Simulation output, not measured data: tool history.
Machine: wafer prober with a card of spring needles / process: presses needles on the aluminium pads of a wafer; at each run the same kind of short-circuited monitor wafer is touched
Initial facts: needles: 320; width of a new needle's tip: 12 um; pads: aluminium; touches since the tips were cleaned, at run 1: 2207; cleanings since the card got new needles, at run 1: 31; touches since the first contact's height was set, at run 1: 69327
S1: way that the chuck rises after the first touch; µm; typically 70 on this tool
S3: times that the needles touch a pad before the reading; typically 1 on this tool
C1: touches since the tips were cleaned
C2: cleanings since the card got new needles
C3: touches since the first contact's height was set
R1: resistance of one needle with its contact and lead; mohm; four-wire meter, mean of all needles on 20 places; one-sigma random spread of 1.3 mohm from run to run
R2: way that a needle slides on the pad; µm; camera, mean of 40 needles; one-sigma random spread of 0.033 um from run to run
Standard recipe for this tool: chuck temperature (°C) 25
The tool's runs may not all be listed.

run 1 hour=0 | S1=70 chuck_temperature_(°C)=25 S3=1 | C1=2207 C2=31 C3=69327 | R1=179 R2=16.02
-- hour=3.8 tips cleaned on abrasive film
-- hour=7.9 height of the first contact set anew
-- hour=13.6 tips cleaned on abrasive film
-- hour=21.2 tips cleaned on abrasive film
run 2 hour=27.9 | S1=70 chuck_temperature_(°C)=25 S3=1 | C1=3646 C2=34 C3=10765 | R1=184 R2=16.4
-- hour=29.9 tips cleaned on abrasive film
-- hour=37.4 tips cleaned on abrasive film
-- hour=45 tips cleaned on abrasive film
-- hour=54.5 tips cleaned on abrasive film
-- hour=63.9 tips cleaned on abrasive film
-- hour=71.5 tips cleaned on abrasive film
-- hour=81 tips cleaned on abrasive film
run 3 hour=86.6 | S1=52 chuck_temperature_(°C)=25 S3=1 | C1=3073 C2=41 C3=42314 | R1=188 R2=11.98
-- hour=88.6 tips cleaned on abrasive film
-- hour=96.2 tips cleaned on abrasive film
-- hour=103.8 tips cleaned on abrasive film
-- hour=113.2 tips cleaned on abrasive film
-- hour=122.7 tips cleaned on abrasive film
-- hour=132.1 tips cleaned on abrasive film
-- hour=134.1 tips cleaned on abrasive film, once more
run 4 hour=136 | S1=52 chuck_temperature_(°C)=25 S3=1 | C1=1040 C2=48 C3=68774 | R1=182 R2=11.78
-- hour=141.8 tips cleaned on abrasive film
-- hour=145.8 height of the first contact set anew
-- hour=149.6 tips cleaned on abrasive film
-- hour=159.1 tips cleaned on abrasive film
-- hour=166.7 tips cleaned on abrasive film
-- hour=176.1 tips cleaned on abrasive film
-- hour=183.7 tips cleaned on abrasive film
run 5 hour=187.2 | S1=70 chuck_temperature_(°C)=25 S3=1 | C1=1899 C2=54 C3=22238 | R1=179 R2=16.34
-- hour=192.9 tips cleaned on abrasive film
-- hour=200.5 tips cleaned on abrasive film
-- hour=208.1 tips cleaned on abrasive film
run 6 hour=211.3 | S1=70 chuck_temperature_(°C)=25 S3=1 | C1=1723 C2=57 C3=35148 | R1=180 R2=16.21
-- hour=217 tips cleaned on abrasive film
-- hour=224.6 tips cleaned on abrasive film
-- hour=232.1 tips cleaned on abrasive film
-- hour=239.7 tips cleaned on abrasive film
run 7 hour=241.7 | S1=70 chuck_temperature_(°C)=25 S3=2 | C1=1090 C2=61 C3=51492 | R1=180 R2=16.12
-- hour=247.4 tips cleaned on abrasive film
-- hour=256.9 tips cleaned on abrasive film
-- hour=264.5 tips cleaned on abrasive film
-- hour=273.9 tips cleaned on abrasive film
-- hour=283.4 tips cleaned on abrasive film
-- hour=283.7 height of the first contact set anew
-- hour=291.3 tips cleaned on abrasive film
run 8 hour=298.1 | S1=70 chuck_temperature_(°C)=25 S3=2 | C1=3733 C2=67 C3=7801 | R1=179 R2=16.43
-- hour=300.1 tips cleaned on abrasive film
-- hour=307.7 tips cleaned on abrasive film
-- hour=317.2 tips cleaned on abrasive film
-- hour=326.6 tips cleaned on abrasive film
-- hour=334.2 tips cleaned on abrasive film
run 9 hour=338.4 | S1=70 chuck_temperature_(°C)=25 S3=1 | C1=2308 C2=72 C3=29431 | R1=180 R2=16.32
-- hour=342.3 tips cleaned on abrasive film
-- hour=349.9 tips cleaned on abrasive film
-- hour=357.4 tips cleaned on abrasive film
-- hour=365 tips cleaned on abrasive film
-- hour=372.6 tips cleaned on abrasive film
run 10 hour=375.2 | S1=70 chuck_temperature_(°C)=25 S3=1 | C1=1421 C2=77 C3=49157 | R1=180 R2=16.12
-- hour=380.9 tips cleaned on abrasive film
-- hour=390.4 tips cleaned on abrasive film
-- hour=398 tips cleaned on abrasive film
-- hour=405.6 tips cleaned on abrasive film
-- hour=413.1 tips cleaned on abrasive film
run 11 hour=415.1 | S1=70 chuck_temperature_(°C)=25 S3=1 | C1=1049 C2=82 C3=70546 | R1=177 R2=16.03
-- hour=420.8 tips cleaned on abrasive film
-- hour=421.1 height of the first contact set anew
-- hour=430.5 tips cleaned on abrasive film
-- hour=438.1 tips cleaned on abrasive film
-- hour=445.7 tips cleaned on abrasive film
-- hour=453.3 tips cleaned on abrasive film
-- hour=460.9 tips cleaned on abrasive film
-- hour=470.3 tips cleaned on abrasive film
run 12 hour=472.5 | S1=62 chuck_temperature_(°C)=50 S3=1 | C1=1201 C2=89 C3=27641 | R1=186 R2=14.47
-- hour=478.2 tips cleaned on abrasive film
-- hour=485.8 tips cleaned on abrasive film
-- hour=493.4 tips cleaned on abrasive film
run 13 hour=497.3 | S1=62 chuck_temperature_(°C)=50 S3=1 | C1=2098 C2=92 C3=40926 | R1=189 R2=14.33
-- hour=501.1 tips cleaned on abrasive film
-- hour=510.6 tips cleaned on abrasive film
-- hour=518.1 tips cleaned on abrasive film
-- hour=527.6 tips cleaned on abrasive film
run 14 hour=533.6 | S1=81 chuck_temperature_(°C)=89 S3=2 | C1=3271 C2=96 C3=60464 | R1=192 R2=18.76
-- hour=535.6 tips cleaned on abrasive film
-- hour=545 tips cleaned on abrasive film
-- hour=554.5 tips cleaned on abrasive film
-- hour=558.5 height of the first contact set anew
-- hour=562.4 tips cleaned on abrasive film
run 15 hour=564.1 | S1=74 chuck_temperature_(°C)=116 S3=2 | C1=914 C2=100 C3=2948 | R1=194 R2=17.33
-- hour=571.6 tips cleaned on abrasive film
-- hour=579.2 tips cleaned on abrasive film
-- hour=586.8 tips cleaned on abrasive film
-- hour=594.4 tips cleaned on abrasive film
-- hour=603.8 tips cleaned on abrasive film
-- hour=611.4 tips cleaned on abrasive film
run 16 hour=615.5 | S1=50 chuck_temperature_(°C)=116 S3=2 | C1=2201 C2=106 C3=30573 | R1=204 R2=11.53
-- hour=619.3 tips cleaned on abrasive film
-- hour=626.9 tips cleaned on abrasive film
-- hour=634.5 tips cleaned on abrasive film
-- hour=642.1 tips cleaned on abrasive film
-- hour=649.7 tips cleaned on abrasive film
-- hour=658.8 tips cleaned on abrasive film
run 17 hour=658.8 | S1=69 chuck_temperature_(°C)=26 S3=1 | C1=0 C2=112 C3=53811 | R1=177 R2=15.83
-- hour=668.3 tips cleaned on abrasive film
-- hour=675.9 tips cleaned on abrasive film
-- hour=683.4 tips cleaned on abrasive film
-- hour=692.9 tips cleaned on abrasive film
-- hour=695.1 height of the first contact set anew
-- hour=700.8 tips cleaned on abrasive film
-- hour=708.4 tips cleaned on abrasive film
run 18 hour=713.4 | S1=56 chuck_temperature_(°C)=80 S3=1 | C1=2716 C2=118 C3=9834 | R1=199 R2=13.11
-- hour=717.2 tips cleaned on abrasive film
-- hour=726.7 tips cleaned on abrasive film
-- hour=736.1 tips cleaned on abrasive film
-- hour=745.6 tips cleaned on abrasive film
-- hour=753.1 tips cleaned on abrasive film
-- hour=760.7 tips cleaned on abrasive film
run 19 hour=765.3 | S1=56 chuck_temperature_(°C)=90 S3=3 | C1=2506 C2=124 C3=37763 | R1=197 R2=12.96
-- hour=769.2 tips cleaned on abrasive film
-- hour=778.6 tips cleaned on abrasive film
-- hour=786.2 tips cleaned on abrasive film
-- hour=795.7 tips cleaned on abrasive film
run 20 hour=798.1 | S1=56 chuck_temperature_(°C)=90 S3=3 | C1=1338 C2=128 C3=55374 | R1=195 R2=12.87
-- hour=803.9 tips cleaned on abrasive film
-- hour=813.3 tips cleaned on abrasive film
-- hour=820.9 tips cleaned on abrasive film
-- hour=830.3 tips cleaned on abrasive film
run 21 hour=830.8 | S1=56 chuck_temperature_(°C)=90 S3=3 | C1=231 C2=132 C3=72892 | R1=195 R2=12.74
-- hour=832.9 height of the first contact set anew
-- hour=838.7 tips cleaned on abrasive film
-- hour=846.2 tips cleaned on abrasive film
-- hour=853.8 tips cleaned on abrasive film
-- hour=861.4 tips cleaned on abrasive film
-- hour=870.9 tips cleaned on abrasive film
-- hour=880.3 tips cleaned on abrasive film
run 22 hour=887.1 | S1=56 chuck_temperature_(°C)=90 S3=3 | C1=3712 C2=138 C3=29136 | R1=201 R2=13.03

Branching from run 22: 5 alternative next runs. What would each branch give?
-- hour=889.1 tips cleaned on abrasive film
-- hour=896.7 tips cleaned on abrasive film
-- hour=904.3 tips cleaned on abrasive film
run A hour=911.6 | S1=55 chuck_temperature_(°C)=80 S3=3 | C1=3992 C2=141 C3=42281 | R1=? R2=?
-- hour=889.1 tips cleaned on abrasive film
-- hour=896.7 tips cleaned on abrasive film
-- hour=904.3 tips cleaned on abrasive film
run B hour=911.6 | S1=53 chuck_temperature_(°C)=25 S3=1 | C1=3992 C2=141 C3=42281 | R1=? R2=?
-- hour=889.1 tips cleaned on abrasive film
-- hour=896.7 tips cleaned on abrasive film
-- hour=904.3 tips cleaned on abrasive film
run C hour=911.6 | S1=65 chuck_temperature_(°C)=26 S3=3 | C1=3992 C2=141 C3=42281 | R1=? R2=?
-- hour=889.1 tips cleaned on abrasive film
-- hour=896.7 tips cleaned on abrasive film
-- hour=904.3 tips cleaned on abrasive film
run D hour=911.6 | S1=56 chuck_temperature_(°C)=31 S3=1 | C1=3992 C2=141 C3=42281 | R1=? R2=?
-- hour=889.1 tips cleaned on abrasive film
-- hour=896.7 tips cleaned on abrasive film
-- hour=904.3 tips cleaned on abrasive film
run E hour=911.6 | S1=70 chuck_temperature_(°C)=57 S3=1 | C1=3992 C2=141 C3=42281 | R1=? R2=?

run=A R1=198 R2=12.77
run=B R1=196 R2=12.27
run=C R1=184 R2=15.04
run=D R1=195 R2=12.9
run=E R1=194 R2=16.24
What these runs would have given with no unlogged condition in the tool:
run=A R1=190 R2=13.02
run=B R1=176 R2=12.52
run=C R1=178 R2=15.29
run=D R1=177 R2=13.15
run=E R1=183 R2=16.49

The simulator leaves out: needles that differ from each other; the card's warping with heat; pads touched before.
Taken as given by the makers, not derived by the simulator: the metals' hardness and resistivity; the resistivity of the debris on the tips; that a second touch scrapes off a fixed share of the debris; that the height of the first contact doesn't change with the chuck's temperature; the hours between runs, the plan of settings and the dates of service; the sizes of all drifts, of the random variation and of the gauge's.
